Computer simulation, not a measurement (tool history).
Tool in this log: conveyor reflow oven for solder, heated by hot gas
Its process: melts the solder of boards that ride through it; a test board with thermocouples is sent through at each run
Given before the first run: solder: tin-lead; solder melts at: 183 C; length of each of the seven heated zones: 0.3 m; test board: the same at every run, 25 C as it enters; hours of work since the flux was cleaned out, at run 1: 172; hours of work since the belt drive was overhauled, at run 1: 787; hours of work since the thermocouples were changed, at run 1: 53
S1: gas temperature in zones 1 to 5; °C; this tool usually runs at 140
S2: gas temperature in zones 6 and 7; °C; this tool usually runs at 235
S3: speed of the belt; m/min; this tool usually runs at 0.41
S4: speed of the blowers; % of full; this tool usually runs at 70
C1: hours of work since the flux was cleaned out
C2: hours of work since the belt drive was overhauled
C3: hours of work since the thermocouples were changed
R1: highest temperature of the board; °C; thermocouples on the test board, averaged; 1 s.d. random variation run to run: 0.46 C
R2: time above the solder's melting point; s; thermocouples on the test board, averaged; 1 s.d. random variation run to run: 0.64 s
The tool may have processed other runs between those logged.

| run | hour | S1 | S2 | S3 | S4 | C1 | C2 | C3 | R1 | R2 |
|---|---|---|---|---|---|---|---|---|---|---|
| 1 | 0 | 140 | 235 | 0.41 | 70 | 172 | 787 | 53 | 217.7 | 66.3 |
| 2 | 54.3 | 140 | 235 | 0.41 | 70 | 204 | 819 | 85 | 215.8 | 66.5 |
| 3 | 110.1 | 140 | 235 | 0.41 | 70 | 237 | 851 | 118 | 217 | 65.5 |
| 4 | 170.2 | 140 | 235 | 0.41 | 70 | 272 | 887 | 153 | 216 | 65.4 |
| 5 | 240.1 | 140 | 235 | 0.41 | 70 | 313 | 928 | 195 | 215.5 | 64.6 |
| 6 | 292 | 140 | 235 | 0.404 | 70 | 344 | 959 | 225 | 215.2 | 64.9 |
| 7 | 364.6 | 140 | 235 | 0.41 | 70 | 387 | 1001 | 268 | 214.5 | 63.6 |
| 8 | 396.2 | 140 | 235 | 0.41 | 70 | 405 | 1020 | 286 | 214.7 | 63 |
|  | 448.8 | flux residue cleaned out of gas plates and filters |
| 9 | 453.1 | 140 | 235 | 0.41 | 70 | 3 | 1050 | 317 | 218.1 | 66.9 |
| 10 | 514.2 | 140 | 235 | 0.41 | 50 | 38 | 1086 | 353 | 213.5 | 61.6 |
| 11 | 555.9 | 140 | 235 | 0.41 | 50 | 63 | 1111 | 377 | 213.3 | 61.9 |
| 12 | 608.3 | 140 | 235 | 0.41 | 70 | 94 | 1142 | 408 | 217.1 | 67.5 |
| 13 | 641 | 140 | 230 | 0.41 | 70 | 113 | 1161 | 427 | 212.4 | 62.7 |
| 14 | 711.9 | 140 | 230 | 0.41 | 70 | 155 | 1203 | 469 | 211.7 | 62.6 |
| 15 | 759.5 | 140 | 230 | 0.41 | 70 | 183 | 1231 | 497 | 212 | 59.7 |
| 16 | 793 | 140 | 228 | 0.426 | 73 | 203 | 1250 | 517 | 208.7 | 57 |
| 17 | 849.7 | 140 | 235 | 0.488 | 70 | 236 | 1284 | 550 | 209 | 46.8 |
| 18 | 903.5 | 140 | 235 | 0.488 | 70 | 268 | 1315 | 582 | 208.2 | 46.8 |
| 19 | 943.8 | 140 | 235 | 0.488 | 70 | 291 | 1339 | 606 | 208.3 | 46.3 |
| 20 | 984.5 | 140 | 236 | 0.474 | 70 | 315 | 1363 | 630 | 210.3 | 50.1 |
| 21 | 1046.8 | 140 | 236 | 0.474 | 70 | 352 | 1400 | 666 | 209.8 | 49.7 |
| 22 | 1113.2 | 140 | 236 | 0.393 | 52 | 391 | 1439 | 705 | 213.4 | 64 |
| 23 | 1152.1 | 155 | 235 | 0.482 | 70 | 414 | 1462 | 728 | 211.1 | 55.8 |
|  | 1190.1 | flux residue cleaned out of gas plates and filters |
| 24 | 1213.2 | 140 | 241 | 0.455 | 70 | 14 | 1495 | 761 | 219.1 | 61.3 |
| 25 | 1270.6 | 138 | 235 | 0.446 | 70 | 47 | 1528 | 795 | 213.3 | 57.7 |
|  | 1278 | thermocouples of zones 6 and 7 changed |
| 26 | 1322.7 | 149 | 235 | 0.446 | 70 | 77 | 1558 | 26 | 218.1 | 65.5 |
| 27 | 1373.6 | 149 | 235 | 0.446 | 70 | 107 | 1588 | 56 | 217.6 | 65.7 |
| 28 | 1441.6 | 139 | 225 | 0.354 | 66 | 147 | 1628 | 96 | 212.8 | 74.9 |
| 29 | 1488.2 | 139 | 235 | 0.385 | 70 | 174 | 1655 | 124 | 219.5 | 73.8 |

Predict each of these 3 candidate next runs independently; none follows another, all start after run 29:
|  | 1523.7 | belt drive overhauled, speed set with a stopwatch |
| A | 1564.7 | 140 | 235 | 0.481 | 76 | 217 | 24 | 166 | ? | ? |
|  | 1523.7 | belt drive overhauled, speed set with a stopwatch |
| B | 1564.7 | 155 | 235 | 0.35 | 90 | 217 | 24 | 166 | ? | ? |
|  | 1523.7 | belt drive overhauled, speed set with a stopwatch |
| C | 1564.7 | 153 | 246 | 0.41 | 57 | 217 | 24 | 166 | ? | ? |

| run | R1 | R2 |
|---|---|---|
| A | 212.3 | 51.4 |
| B | 225.5 | 93.4 |
| C | 226.1 | 78.4 |
Stripped of hidden state, with their random variation kept, the same runs would have yielded:
| run | R1 | R2 |
|---|---|---|
| A | 214.5 | 53.9 |
| B | 226.7 | 94.3 |
| C | 227.8 | 79.7 |

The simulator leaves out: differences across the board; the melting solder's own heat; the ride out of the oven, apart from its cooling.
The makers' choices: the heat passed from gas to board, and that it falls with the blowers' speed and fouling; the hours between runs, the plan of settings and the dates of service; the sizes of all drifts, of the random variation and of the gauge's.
